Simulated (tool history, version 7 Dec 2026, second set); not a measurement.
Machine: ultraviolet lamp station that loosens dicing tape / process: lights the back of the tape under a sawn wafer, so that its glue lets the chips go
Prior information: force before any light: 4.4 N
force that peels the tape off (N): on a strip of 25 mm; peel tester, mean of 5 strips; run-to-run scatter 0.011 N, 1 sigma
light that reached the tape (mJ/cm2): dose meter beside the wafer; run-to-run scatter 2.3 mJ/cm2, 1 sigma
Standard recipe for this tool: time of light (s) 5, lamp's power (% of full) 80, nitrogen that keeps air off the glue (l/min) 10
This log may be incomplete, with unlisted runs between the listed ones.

run	hour	time of light (s)	lamp's power (% of full)	nitrogen that keeps air off the glue (l/min)	force that peels the tape off (N)	light that reached the tape (mJ/cm2)
1	0.0	5	80	10	0.800	167
# hour 24.3: window cleaned of glue's vapour
2	35.5	5	71	10	0.950	141
3	95.9	5	71	10	1.007	139
4	135.7	5	71	10	1.058	135
5	175.9	3	71	10	1.778	81
6	204.9	3	71	10	1.801	81
7	235.4	5	80	10	0.912	150
8	274.0	5	74	6	1.298	138
# hour 317.7: window cleaned of glue's vapour, once more
9	334.3	3	95	14	1.030	125
10	376.5	5	95	4	0.964	205
11	419.8	5	72	4	1.402	152
12	455.8	5	72	4	1.417	150
13	493.5	5	72	4	1.424	146

Alternative continuations, all from the tool just after run 13; predict every row:
A	538.0	5	62	19	?	?
B	538.0	5	80	3	?	?
C	538.0	7	72	10	?	?

run	force that peels the tape off (N)	light that reached the tape (mJ/cm2)
A	0.882	126
B	1.466	159
C	0.568	207
Stripped of hidden state, with their random variation kept, the same runs would have yielded:
run	force that peels the tape off (N)	light that reached the tape (mJ/cm2)
A	0.542	175
B	0.995	221
C	0.350	287
